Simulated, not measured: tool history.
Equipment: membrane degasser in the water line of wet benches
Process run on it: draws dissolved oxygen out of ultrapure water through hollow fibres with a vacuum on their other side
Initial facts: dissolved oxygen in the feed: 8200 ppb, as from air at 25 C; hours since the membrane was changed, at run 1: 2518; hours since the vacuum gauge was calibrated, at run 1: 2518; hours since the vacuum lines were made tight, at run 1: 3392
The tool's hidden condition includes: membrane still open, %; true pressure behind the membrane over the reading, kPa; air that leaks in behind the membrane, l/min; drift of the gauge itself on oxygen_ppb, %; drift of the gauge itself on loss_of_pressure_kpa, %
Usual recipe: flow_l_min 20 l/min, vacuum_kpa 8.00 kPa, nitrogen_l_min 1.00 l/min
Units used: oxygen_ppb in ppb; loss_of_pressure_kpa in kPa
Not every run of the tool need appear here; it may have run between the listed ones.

run	day	flow_l_min	vacuum_kpa	nitrogen_l_min	hours since the membrane was changed	hours since the vacuum gauge was calibrated	hours since the vacuum lines were made tight	oxygen_ppb	loss_of_pressure_kpa
1	0.000	20	8.00	1.00	2518	2518	3392	221.1	31.40
2	7.529	20	8.00	1.00	2699	2699	3573	218.3	31.22
3	14.392	20	8.00	1.00	2864	2864	3738	220.1	31.75
4	21.296	20	8.00	1.53	3030	3030	3903	154.4	31.49
5	28.842	20	8.00	1.53	3211	3211	4084	153.8	31.36
6	36.567	20	8.00	1.53	3396	3396	4270	154.5	31.66
7	49.625	16	8.00	1.00	3709	3709	4583	179.6	25.15
8	56.604	20	8.00	0.41	3877	3877	4751	451.2	31.56
9	66.471	20	8.00	0.41	4114	4114	4988	444.7	31.44
10	72.383	20	8.00	0.41	4256	4256	5129	450.2	31.62
# day 76.350: seals of the vacuum lines changed
11	84.546	20	8.00	0.41	4546	4546	197	456.7	31.84
12	90.475	20	8.00	0.41	4688	4688	339	462.1	31.81
13	102.383	20	8.00	0.41	4974	4974	625	457.0	32.05
14	111.858	20	8.00	1.00	5201	5201	852	227.5	31.63
15	120.367	20	8.00	1.00	5405	5405	1056	224.3	31.95
# day 124.762: vacuum gauge calibrated
16	130.017	20	8.00	1.00	5636	126	1287	223.1	31.90
17	135.992	20	8.00	1.00	5780	270	1431	220.2	32.08
18	142.646	20	8.00	1.00	5939	429	1591	221.1	32.04
19	152.425	20	8.00	1.00	6174	664	1825	218.1	31.83
20	164.042	20	7.59	1.54	6453	943	2104	140.8	32.16
21	172.438	15	17.78	1.74	6654	1144	2306	298.5	23.81
22	179.025	23	8.00	1.00	6812	1302	2464	257.5	37.08
23	184.962	23	8.00	1.00	6955	1445	2606	252.8	36.66
24	197.075	12	8.56	1.85	7246	1736	2897	87.7	19.29
25	205.138	20	8.00	0.60	7439	1929	3090	337.9	31.93
26	211.525	20	15.98	1.94	7592	2082	3244	312.0	32.20
27	217.996	20	6.42	1.57	7748	2238	3399	107.8	32.34
28	225.392	20	7.86	1.00	7925	2415	3577	220.4	32.37
29	236.829	20	7.86	1.00	8200	2690	3851	220.5	32.27
30	247.800	20	8.58	0.58	8463	2953	4114	384.8	32.45
31	256.012	14	15.97	1.00	8660	3150	4311	407.3	22.42
32	265.925	14	15.97	1.00	8898	3388	4549	417.5	22.56
33	275.850	14	15.97	1.00	9136	3626	4788	417.2	22.97

3 ways to go on from here, each from the tool as it stands after run 33. What would each give?
A	281.850	13	19.65	1.95	9280	3770	4932	?	?
B	281.850	13	18.22	0.75	9280	3770	4932	?	?
C	281.850	14	17.55	1.07	9280	3770	4932	?	?

run	oxygen_ppb	loss_of_pressure_kpa
A	271.0	21.07
B	581.0	21.29
C	436.8	22.82
With the hidden condition removed and each run's random variation left untouched, the same runs would have given:
run	oxygen_ppb	loss_of_pressure_kpa
A	259.7	20.04
B	561.7	20.26
C	421.0	21.70

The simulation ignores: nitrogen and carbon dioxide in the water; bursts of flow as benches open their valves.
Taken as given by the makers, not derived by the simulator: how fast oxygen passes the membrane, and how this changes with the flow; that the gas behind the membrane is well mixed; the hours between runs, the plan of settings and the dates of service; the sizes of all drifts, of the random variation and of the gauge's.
